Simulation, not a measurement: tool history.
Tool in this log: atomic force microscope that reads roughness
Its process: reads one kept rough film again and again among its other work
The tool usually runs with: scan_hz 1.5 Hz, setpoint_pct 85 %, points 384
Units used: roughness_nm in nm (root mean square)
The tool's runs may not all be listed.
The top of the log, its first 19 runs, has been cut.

run   hour  scan_hz  setpoint_pct  points  pictures with this tip  hours of work since the height scale was calibrated  roughness_nm
 20  191.7     2.51            85     384                      63                                                  232         0.685
 21  198.5     2.51            85     384                      71                                                  237         0.668
 22  205.2     2.51            85     384                      78                                                  241         0.676
 23  214.4     2.07            63     262                      89                                                  248         0.811
 24  223.7     0.63            67     817                      99                                                  254         0.884
 25  236.4      1.5            59     384                     113                                                  263         0.839
 26    242     2.59            89     320                     120                                                  266         0.603
 27  249.5     1.89            69     384                     128                                                  271         0.793
 28  255.4     1.83            85     543                     135                                                  275         0.685
 29  265.1     2.03            58     713                     145                                                  282         0.814
 30  274.4     2.03            77     713                     156                                                  288         0.728
 31  286.4     2.03            77     577                     169                                                  296         0.708
 32    298     0.73            64     316                     182                                                  304         0.789
     303.1  -- new tip fitted
 33  306.4     0.73            58     316                       3                                                  310         0.961
 34  312.7     0.75            61     604                      10                                                  314         0.971
 35  324.7     0.69            85     282                      24                                                  322         0.873
 36  335.1      1.5            85     501                      36                                                  329         0.799
 37  346.3     1.35            62     490                      48                                                  337         0.912
 38  359.5     0.84            85     785                      63                                                  346         0.846
 39  371.9     0.84            85     785                      77                                                  354         0.845
 40  380.6     2.09            74     808                      87                                                  360         0.782
 41  387.1      1.5            58     517                      94                                                  364         0.871
 42  399.1     2.12            85     292                     108                                                  372          0.68
 43  408.8     2.12            85     292                     118                                                  379         0.668

Consider 3 possible next runs. They are alternatives, not a sequence: every one starts from the tool as it was left by run 43. What does each give?
  A  419.7     0.53            81     621                     131                                                  386             ?
  B  419.7     2.51            60     328                     131                                                  386             ?
  C  419.7     2.81            60     663                     131                                                  386             ?

run  roughness_nm
  A         0.833
  B         0.799
  C         0.813
With the hidden condition removed and each run's random variation left untouched, the same runs would have given:
run  roughness_nm
  A         0.945
  B         0.907
  C         0.922
